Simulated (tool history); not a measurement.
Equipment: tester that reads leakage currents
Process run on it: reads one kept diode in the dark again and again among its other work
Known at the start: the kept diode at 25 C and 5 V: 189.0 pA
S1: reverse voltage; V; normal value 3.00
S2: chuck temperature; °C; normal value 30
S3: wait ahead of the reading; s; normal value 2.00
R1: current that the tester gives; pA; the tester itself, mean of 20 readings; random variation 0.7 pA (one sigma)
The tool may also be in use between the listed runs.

run   hour    S1  S2    S3       R1
  1    0.0  3.00  30  2.00   247.59
  2   34.1  3.00  30  2.00   248.92
  3   56.3  3.00  30  2.00   248.92
  4   92.4  3.00  30  2.00   249.34
  5  122.2  3.00  30  2.00   250.11
  6  140.7  3.00  29  2.00   231.92
  7  163.0  3.00  30  2.00   251.77
  8  189.9  3.00  30  2.00   251.37
  9  221.2  3.00  30  2.00   251.76
 10  253.6  3.62  34  0.53   373.88
 11  277.4  3.62  58  0.53  2144.88
 12  308.6  3.00  33  2.00   322.04
 13  332.3  3.00  33  2.00   323.05
 14  350.9  2.58  41  2.00   561.65
 15  369.2  2.58  41  2.00   561.00
 16  389.2  2.58  41  2.00   561.13

Had the tool no unlogged condition, and each run kept its random variation, what would the results have been?
What the log doesn't record here: stray current of the dirty probe card, pA a volt; current scale over the true one, %; true chuck temperature over the reading, C; drift of the gauge itself on leakage_pa, %.
run       R1
  1   232.60
  2   233.33
  3   232.99
  4   232.80
  5   233.04
  6   215.57
  7   233.87
  8   233.03
  9   232.88
 10   346.32
 11  2014.42
 12   297.01
 13   297.47
 14   520.22
 15   519.10
 16   518.52
